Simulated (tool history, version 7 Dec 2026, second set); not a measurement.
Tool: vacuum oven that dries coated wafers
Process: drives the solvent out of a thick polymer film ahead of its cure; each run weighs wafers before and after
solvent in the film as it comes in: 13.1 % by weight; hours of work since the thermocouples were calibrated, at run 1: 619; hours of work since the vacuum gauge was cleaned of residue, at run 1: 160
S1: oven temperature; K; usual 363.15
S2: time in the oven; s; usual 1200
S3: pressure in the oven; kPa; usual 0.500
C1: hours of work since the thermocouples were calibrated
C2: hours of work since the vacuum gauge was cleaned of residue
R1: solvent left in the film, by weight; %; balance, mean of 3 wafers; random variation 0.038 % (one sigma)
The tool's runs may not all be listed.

Run 1, day 0.000: usual settings; C1 619; C2 160. Result: R1 1.97 %.
Run 2, day 0.950: usual settings; C1 632; C2 173. Result: R1 2.00 %.
Run 3, day 1.596: usual settings; C1 641; C2 181. Result: R1 1.91 %.
At day 2.375: oven's thermocouples calibrated.
Run 4, day 2.633: usual settings; C1 3; C2 194. Result: R1 1.74 %.
Run 5, day 3.658: usual settings; C1 17; C2 208. Result: R1 1.72 %.
Run 6, day 4.267: usual settings; C1 25; C2 216. Result: R1 1.76 %.
Run 7, day 5.179: usual settings; C1 37; C2 228. Result: R1 1.75 %.
Run 8, day 5.875: usual settings but S1 374.15 K; C1 47; C2 237. Result: R1 0.45 %.
Run 9, day 6.996: usual settings but S1 374.15 K; C1 62; C2 252. Result: R1 0.39 %.
Run 10, day 7.512: usual settings but S3 0.495 kPa; C1 68; C2 259. Result: R1 1.77 %.
Run 11, day 7.988: usual settings but S3 0.495 kPa; C1 75; C2 266. Result: R1 1.80 %.
Run 12, day 8.704: usual settings but S3 0.495 kPa; C1 84; C2 275. Result: R1 1.81 %.
Run 13, day 9.812: usual settings but S1 354.15 K; C1 99; C2 290. Result: R1 3.93 %.
Run 14, day 10.867: usual settings; C1 113; C2 304. Result: R1 1.82 %.
Run 15, day 11.429: usual settings; C1 121; C2 311. Result: R1 1.77 %.
Run 16, day 12.125: usual settings; C1 130; C2 321. Result: R1 1.81 %.
Run 17, day 13.075: usual settings but S3 0.287 kPa; C1 143; C2 333. Result: R1 1.67 %.
Run 18, day 14.121: usual settings; C1 157; C2 347. Result: R1 1.78 %.
Run 19, day 14.629: usual settings; C1 163; C2 354. Result: R1 1.78 %.
Run 20, day 15.354: usual settings but S2 660 s; C1 173; C2 364. Result: R1 3.86 %.
Run 21, day 16.092: usual settings but S2 660 s; C1 183; C2 374. Result: R1 3.89 %.
Run 22, day 16.779: usual settings but S2 660 s; C1 192; C2 383. Result: R1 3.86 %.
Run 23, day 17.812: usual settings but S2 660 s; C1 206; C2 396. Result: R1 3.93 %.
Run 24, day 18.621: usual settings but S1 351.15 K; C1 216; C2 407. Result: R1 4.70 %.
Run 25, day 19.692: usual settings but S1 351.15 K; C1 231; C2 422. Result: R1 4.69 %.
Run 26, day 20.408: usual settings but S1 351.15 K, S3 1.900 kPa; C1 240; C2 431. Result: R1 5.48 %.
Run 27, day 21.517: usual settings but S1 351.15 K, S3 1.900 kPa; C1 255; C2 446. Result: R1 5.55 %.
Run 28, day 22.471: usual settings but S1 351.15 K, S2 2100 s, S3 0.527 kPa; C1 268; C2 459. Result: R1 2.71 %.
Run 29, day 23.242: usual settings but S1 351.15 K, S2 1020 s, S3 1.451 kPa; C1 278; C2 469. Result: R1 5.89 %.
Run 30, day 24.154: usual settings but S3 0.304 kPa; C1 290; C2 481. Result: R1 1.64 %.
Run 31, day 25.075: usual settings but S1 365.15 K, S2 1800 s, S3 0.716 kPa; C1 302; C2 493. Result: R1 0.76 %.
Run 32, day 25.679: usual settings but S1 365.15 K, S2 1800 s, S3 0.716 kPa; C1 311; C2 501. Result: R1 0.77 %.
Run 33, day 26.175: usual settings but S1 365.15 K, S2 1800 s, S3 0.716 kPa; C1 317; C2 508. Result: R1 0.79 %.
Run 34, day 26.879: usual settings but S2 780 s, S3 0.384 kPa; C1 327; C2 517. Result: R1 3.22 %.
Run 35, day 27.746: usual settings but S2 780 s, S3 0.384 kPa; C1 338; C2 529. Result: R1 3.23 %.
Run 36, day 28.850: usual settings but S1 373.15 K, S3 0.434 kPa; C1 353; C2 544. Result: R1 0.42 %.
Run 37, day 29.338: usual settings but S1 372.15 K, S2 780 s, S3 0.592 kPa; C1 359; C2 550. Result: R1 1.43 %.
Run 38, day 30.400: usual settings but S1 372.15 K, S2 780 s, S3 0.592 kPa; C1 373; C2 564. Result: R1 1.38 %.
Run 39, day 31.358: usual settings but S1 354.15 K, S2 720 s, S3 0.923 kPa; C1 386; C2 577. Result: R1 6.04 %.
Run 40, day 32.108: usual settings but S1 354.15 K, S2 840 s, S3 0.923 kPa; C1 396; C2 587. Result: R1 5.44 %.
Run 41, day 32.712: usual settings but S1 376.15 K, S2 1680 s; C1 404; C2 595. Result: R1 0.29 %.
Run 42, day 33.696: usual settings but S1 376.15 K, S2 960 s; C1 417; C2 608. Result: R1 0.50 %.

The next listed run, before its measurement:
Run 43, day 34.696: usual settings but S1 358.15 K, S2 1020 s, S3 0.669 kPa; C1 431; C2 621. Result: R1 ?.

R1: 3.72 %
Without the tool's hidden state the same run would have given R1 3.70 %.

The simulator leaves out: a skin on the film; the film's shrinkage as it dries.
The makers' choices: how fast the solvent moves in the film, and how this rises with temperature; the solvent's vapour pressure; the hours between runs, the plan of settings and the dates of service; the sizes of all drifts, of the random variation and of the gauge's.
